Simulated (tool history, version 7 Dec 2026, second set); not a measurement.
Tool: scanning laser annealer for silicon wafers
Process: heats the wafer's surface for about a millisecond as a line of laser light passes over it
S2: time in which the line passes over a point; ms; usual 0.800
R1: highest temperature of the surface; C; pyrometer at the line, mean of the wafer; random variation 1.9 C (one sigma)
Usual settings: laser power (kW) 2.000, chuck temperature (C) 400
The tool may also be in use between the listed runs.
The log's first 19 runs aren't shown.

run 20 hour=361.1 | laser_power_(kW)=1.740 S2=0.800 chuck_temperature_(C)=400 | R1=958
run 21 hour=374.0 | laser_power_(kW)=1.898 S2=0.913 chuck_temperature_(C)=432 | R1=1095
run 22 hour=389.9 | laser_power_(kW)=1.898 S2=0.913 chuck_temperature_(C)=432 | R1=1093
run 23 hour=402.0 | laser_power_(kW)=1.898 S2=0.913 chuck_temperature_(C)=432 | R1=1091
run 24 hour=425.6 | laser_power_(kW)=2.073 S2=0.599 chuck_temperature_(C)=425 | R1=1018
run 25 hour=449.0 | laser_power_(kW)=1.738 S2=0.633 chuck_temperature_(C)=400 | R1=891
run 26 hour=474.9 | laser_power_(kW)=1.738 S2=0.633 chuck_temperature_(C)=400 | R1=893
run 27 hour=492.2 | laser_power_(kW)=1.738 S2=0.633 chuck_temperature_(C)=400 | R1=889
-- hour=495.8 window over the wafer cleaned
run 28 hour=513.1 | laser_power_(kW)=2.112 S2=0.599 chuck_temperature_(C)=395 | R1=1026
run 29 hour=537.9 | laser_power_(kW)=2.000 S2=0.839 chuck_temperature_(C)=369 | R1=1069
run 30 hour=556.7 | laser_power_(kW)=2.000 S2=0.828 chuck_temperature_(C)=431 | R1=1129
run 31 hour=580.8 | laser_power_(kW)=2.162 S2=0.800 chuck_temperature_(C)=400 | R1=1146
-- hour=599.0 optics aligned, line set to its width
run 32 hour=610.5 | laser_power_(kW)=2.162 S2=0.800 chuck_temperature_(C)=400 | R1=1161
run 33 hour=626.3 | laser_power_(kW)=2.162 S2=0.800 chuck_temperature_(C)=400 | R1=1160
run 34 hour=647.4 | laser_power_(kW)=2.070 S2=0.930 chuck_temperature_(C)=378 | R1=1152
run 35 hour=662.7 | laser_power_(kW)=1.981 S2=0.620 chuck_temperature_(C)=364 | R1=963
run 36 hour=686.6 | laser_power_(kW)=1.981 S2=0.620 chuck_temperature_(C)=364 | R1=963
run 37 hour=708.4 | laser_power_(kW)=1.981 S2=0.620 chuck_temperature_(C)=401 | R1=1000
run 38 hour=722.3 | laser_power_(kW)=1.886 S2=0.800 chuck_temperature_(C)=365 | R1=1003
run 39 hour=742.6 | laser_power_(kW)=2.045 S2=0.895 chuck_temperature_(C)=383 | R1=1127
run 40 hour=753.8 | laser_power_(kW)=2.045 S2=0.895 chuck_temperature_(C)=383 | R1=1123

Forecast each of these 5 alternatives for the next run:
run A hour=774.5 | laser_power_(kW)=1.863 S2=0.591 chuck_temperature_(C)=414 | R1=?
run B hour=774.5 | laser_power_(kW)=2.045 S2=0.710 chuck_temperature_(C)=370 | R1=?
run C hour=774.5 | laser_power_(kW)=2.045 S2=0.697 chuck_temperature_(C)=383 | R1=?
run D hour=774.5 | laser_power_(kW)=2.000 S2=0.800 chuck_temperature_(C)=421 | R1=?
run E hour=774.5 | laser_power_(kW)=2.045 S2=0.895 chuck_temperature_(C)=417 | R1=?

run=A R1=954
run=B R1=1031
run=C R1=1038
run=D R1=1101
run=E R1=1159
Without the tool's hidden state the same runs would have given:
run=A R1=973
run=B R1=1054
run=C R1=1060
run=D R1=1124
run=E R1=1185

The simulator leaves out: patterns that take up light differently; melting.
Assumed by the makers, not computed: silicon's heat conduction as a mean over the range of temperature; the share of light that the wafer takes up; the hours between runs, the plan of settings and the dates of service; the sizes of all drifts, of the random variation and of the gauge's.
